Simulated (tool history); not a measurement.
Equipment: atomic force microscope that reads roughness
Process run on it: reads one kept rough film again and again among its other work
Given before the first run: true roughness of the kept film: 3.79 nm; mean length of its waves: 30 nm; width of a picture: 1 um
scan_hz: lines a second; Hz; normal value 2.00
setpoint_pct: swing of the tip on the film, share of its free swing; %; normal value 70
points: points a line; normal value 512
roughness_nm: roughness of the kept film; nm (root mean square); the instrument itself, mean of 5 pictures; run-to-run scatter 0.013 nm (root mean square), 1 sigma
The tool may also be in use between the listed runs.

{"run": 1, "hour": 0.0, "scan_hz": 2.0, "setpoint_pct": 70, "points": 512, "roughness_nm": 3.057}
{"run": 2, "hour": 27.2, "scan_hz": 2.0, "setpoint_pct": 70, "points": 512, "roughness_nm": 2.957}
{"run": 3, "hour": 49.7, "scan_hz": 2.66, "setpoint_pct": 70, "points": 512, "roughness_nm": 2.823}
{"run": 4, "hour": 70.7, "scan_hz": 2.66, "setpoint_pct": 70, "points": 512, "roughness_nm": 2.742}
{"run": 5, "hour": 86.3, "scan_hz": 2.0, "setpoint_pct": 70, "points": 512, "roughness_nm": 2.773}
{"run": 6, "hour": 115.5, "scan_hz": 2.0, "setpoint_pct": 70, "points": 512, "roughness_nm": 2.698}
{"run": 7, "hour": 138.2, "scan_hz": 2.0, "setpoint_pct": 70, "points": 512, "roughness_nm": 2.634}
{"hour": 151.1, "done": "new tip fitted"}
{"run": 8, "hour": 156.6, "scan_hz": 2.0, "setpoint_pct": 70, "points": 512, "roughness_nm": 3.081}
{"run": 9, "hour": 176.5, "scan_hz": 2.0, "setpoint_pct": 70, "points": 512, "roughness_nm": 3.018}
{"run": 10, "hour": 198.3, "scan_hz": 2.0, "setpoint_pct": 70, "points": 512, "roughness_nm": 2.951}
{"run": 11, "hour": 221.3, "scan_hz": 2.0, "setpoint_pct": 70, "points": 512, "roughness_nm": 2.888}
{"run": 12, "hour": 248.7, "scan_hz": 2.0, "setpoint_pct": 70, "points": 512, "roughness_nm": 2.805}
{"run": 13, "hour": 273.7, "scan_hz": 2.0, "setpoint_pct": 73, "points": 512, "roughness_nm": 2.687}
{"run": 14, "hour": 292.5, "scan_hz": 2.93, "setpoint_pct": 70, "points": 512, "roughness_nm": 2.574}
{"hour": 314.0, "done": "new tip fitted"}
{"run": 15, "hour": 314.6, "scan_hz": 2.0, "setpoint_pct": 59, "points": 512, "roughness_nm": 3.212}
{"hour": 317.0, "done": "height scale calibrated on a step standard"}
{"run": 16, "hour": 332.2, "scan_hz": 2.0, "setpoint_pct": 70, "points": 512, "roughness_nm": 3.014}
{"run": 17, "hour": 352.8, "scan_hz": 2.0, "setpoint_pct": 70, "points": 512, "roughness_nm": 2.952}
{"run": 18, "hour": 377.3, "scan_hz": 2.0, "setpoint_pct": 65, "points": 568, "roughness_nm": 2.957}
{"run": 19, "hour": 405.2, "scan_hz": 2.23, "setpoint_pct": 61, "points": 767, "roughness_nm": 2.907}
{"hour": 414.9, "done": "height scale calibrated on a step standard, once more"}
{"run": 20, "hour": 431.7, "scan_hz": 1.35, "setpoint_pct": 70, "points": 512, "roughness_nm": 2.8}
{"run": 21, "hour": 443.9, "scan_hz": 1.35, "setpoint_pct": 70, "points": 512, "roughness_nm": 2.785}
{"run": 22, "hour": 464.3, "scan_hz": 1.41, "setpoint_pct": 70, "points": 774, "roughness_nm": 2.7}
{"hour": 480.0, "done": "new tip fitted"}
{"run": 23, "hour": 492.3, "scan_hz": 1.41, "setpoint_pct": 70, "points": 774, "roughness_nm": 3.113}
{"run": 24, "hour": 518.5, "scan_hz": 0.83, "setpoint_pct": 70, "points": 774, "roughness_nm": 3.123}
{"run": 25, "hour": 542.0, "scan_hz": 2.0, "setpoint_pct": 69, "points": 456, "roughness_nm": 2.885}
{"run": 26, "hour": 570.8, "scan_hz": 2.0, "setpoint_pct": 65, "points": 778, "roughness_nm": 2.859}
{"run": 27, "hour": 595.1, "scan_hz": 2.0, "setpoint_pct": 70, "points": 550, "roughness_nm": 2.721}
{"run": 28, "hour": 615.8, "scan_hz": 1.15, "setpoint_pct": 78, "points": 512, "roughness_nm": 2.684}
{"run": 29, "hour": 629.2, "scan_hz": 1.67, "setpoint_pct": 59, "points": 512, "roughness_nm": 2.751}
{"hour": 643.4, "done": "new tip fitted"}
{"run": 30, "hour": 647.4, "scan_hz": 2.0, "setpoint_pct": 57, "points": 663, "roughness_nm": 3.232}
{"run": 31, "hour": 663.4, "scan_hz": 3.5, "setpoint_pct": 83, "points": 663, "roughness_nm": 2.517}
{"run": 32, "hour": 688.0, "scan_hz": 1.78, "setpoint_pct": 70, "points": 512, "roughness_nm": 2.955}
{"run": 33, "hour": 712.6, "scan_hz": 2.64, "setpoint_pct": 73, "points": 512, "roughness_nm": 2.722}
{"run": 34, "hour": 737.3, "scan_hz": 2.64, "setpoint_pct": 73, "points": 512, "roughness_nm": 2.643}

The same runs without the tool's hidden state, with the same run-to-run variation:
The tool's hidden condition here consists of: radius of the tip, nm; height scale over the true one, %; drift of the gauge itself on roughness_nm, %.
run=1 roughness_nm=3.116
run=2 roughness_nm=3.103
run=3 roughness_nm=3.035
run=4 roughness_nm=3.018
run=5 roughness_nm=3.099
run=6 roughness_nm=3.107
run=7 roughness_nm=3.101
run=8 roughness_nm=3.103
run=9 roughness_nm=3.105
run=10 roughness_nm=3.115
run=11 roughness_nm=3.126
run=12 roughness_nm=3.125
run=13 roughness_nm=3.072
run=14 roughness_nm=3.004
run=15 roughness_nm=3.240
run=16 roughness_nm=3.097
run=17 roughness_nm=3.103
run=18 roughness_nm=3.186
run=19 roughness_nm=3.227
run=20 roughness_nm=3.189
run=21 roughness_nm=3.209
run=22 roughness_nm=3.170
run=23 roughness_nm=3.193
run=24 roughness_nm=3.293
run=25 roughness_nm=3.125
run=26 roughness_nm=3.187
run=27 roughness_nm=3.107
run=28 roughness_nm=3.129
run=29 roughness_nm=3.257
run=30 roughness_nm=3.280
run=31 roughness_nm=2.598
run=32 roughness_nm=3.135
run=33 roughness_nm=2.969
run=34 roughness_nm=2.958

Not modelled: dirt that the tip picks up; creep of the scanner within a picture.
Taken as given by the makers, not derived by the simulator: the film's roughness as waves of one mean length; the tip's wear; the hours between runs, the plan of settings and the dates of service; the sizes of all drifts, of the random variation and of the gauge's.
